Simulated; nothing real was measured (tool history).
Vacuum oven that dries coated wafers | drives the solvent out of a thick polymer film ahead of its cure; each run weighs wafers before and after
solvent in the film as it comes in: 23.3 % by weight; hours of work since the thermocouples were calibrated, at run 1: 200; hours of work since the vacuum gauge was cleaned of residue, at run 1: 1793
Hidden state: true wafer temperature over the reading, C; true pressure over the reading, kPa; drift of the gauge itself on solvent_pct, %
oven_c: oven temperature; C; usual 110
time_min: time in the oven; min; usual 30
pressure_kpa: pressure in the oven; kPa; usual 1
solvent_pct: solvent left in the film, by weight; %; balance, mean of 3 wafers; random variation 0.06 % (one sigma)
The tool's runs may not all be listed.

run,hour,oven_c,time_min,pressure_kpa,hours of work since the thermocouples were calibrated,hours of work since the vacuum gauge was cleaned of residue,solvent_pct
1,0,110,30,1,200,1793,3.69
2,71.8,110,49,1,254,1847,1.43
3,164.2,122,30,1,323,1916,1.26
4,212.6,122,30,1,360,1953,1.23
5,273.7,122,30,1,406,1998,1.18
6,322.6,122,30,1,443,2035,1.29
# hour 338.2: vacuum gauge cleaned of residue and calibrated
7,398,122,30,1,498,45,1.35
8,464.6,122,30,1,548,95,1.33
9,554,122,30,1,616,162,1.36
10,611.1,110,30,1,659,205,3.83
# hour 659.6: vacuum gauge cleaned of residue and calibrated, once more
11,698.7,110,30,1,723,29,3.63
12,791,110,30,1,793,99,3.76
13,869.1,110,30,0.51,852,158,3.73
14,936.5,124,30,1,902,208,0.97
15,1034,124,30,1,976,282,1.06
16,1093.1,124,30,1,1020,326,1.1
17,1159.7,109,20,1.15,1070,376,6.98
18,1238.3,110,30,3.57,1129,435,4.77
# hour 1279: oven's thermocouples calibrated
19,1299.9,112,31,1,16,480,2.85
20,1382.7,95,23,1.55,78,543,10.35

Forecast run 21:
21,1463.6,106,49,0.94,139,603,?

solvent_pct: 2.15 %
Without the tool's hidden state the same run would have given solvent_pct 1.97 %.

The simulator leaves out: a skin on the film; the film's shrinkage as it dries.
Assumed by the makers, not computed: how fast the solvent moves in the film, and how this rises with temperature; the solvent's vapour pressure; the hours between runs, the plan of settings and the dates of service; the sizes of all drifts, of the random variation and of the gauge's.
